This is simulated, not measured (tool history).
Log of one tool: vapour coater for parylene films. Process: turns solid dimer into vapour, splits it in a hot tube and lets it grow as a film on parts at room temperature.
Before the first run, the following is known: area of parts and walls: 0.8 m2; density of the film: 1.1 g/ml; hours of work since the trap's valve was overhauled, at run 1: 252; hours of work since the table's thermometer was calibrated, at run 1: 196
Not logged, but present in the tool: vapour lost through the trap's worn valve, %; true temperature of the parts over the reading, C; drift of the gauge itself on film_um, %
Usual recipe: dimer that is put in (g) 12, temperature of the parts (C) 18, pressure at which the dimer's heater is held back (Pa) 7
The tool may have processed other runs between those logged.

run	hour	dimer that is put in (g)	temperature of the parts (C)	pressure at which the dimer's heater is held back (Pa)	hours of work since the trap's valve was overhauled	hours of work since the table's thermometer was calibrated	thickness of the film (um)
1	0	12	18	7	252	196	5.7
2	23.8	12	18	7	262	206	5.58
3	70.3	12	14	7	282	226	6.27
4	94.4	12	14	7	292	236	6.23
5	124.1	12	14	7	304	249	6.3
6	172.8	12	14	7	325	269	6.13
7	205.1	12	18	7	339	283	5.59
8	241.4	12	18	7	354	298	5.58
9	290.9	8	18	7	375	319	3.68
10	321.4	8	18	7	388	332	3.67
11	354.4	6	18	7	402	346	2.74
12	400.8	6	18	7	422	366	2.74
13	439.9	6	18	7	438	382	2.71
14	485.9	6	18	7	458	402	2.65
15	514.1	6	18	7	470	414	2.67

Run 16, settings as shown, results not yet in. Your forecast:
16	543.8	6	18	4.12	482	426	?

Run 16 came out at thickness of the film (um) 2.91.
Were there no unlogged condition in the tool, this run, its random variation unchanged, would have produced thickness of the film (um) 3.27.
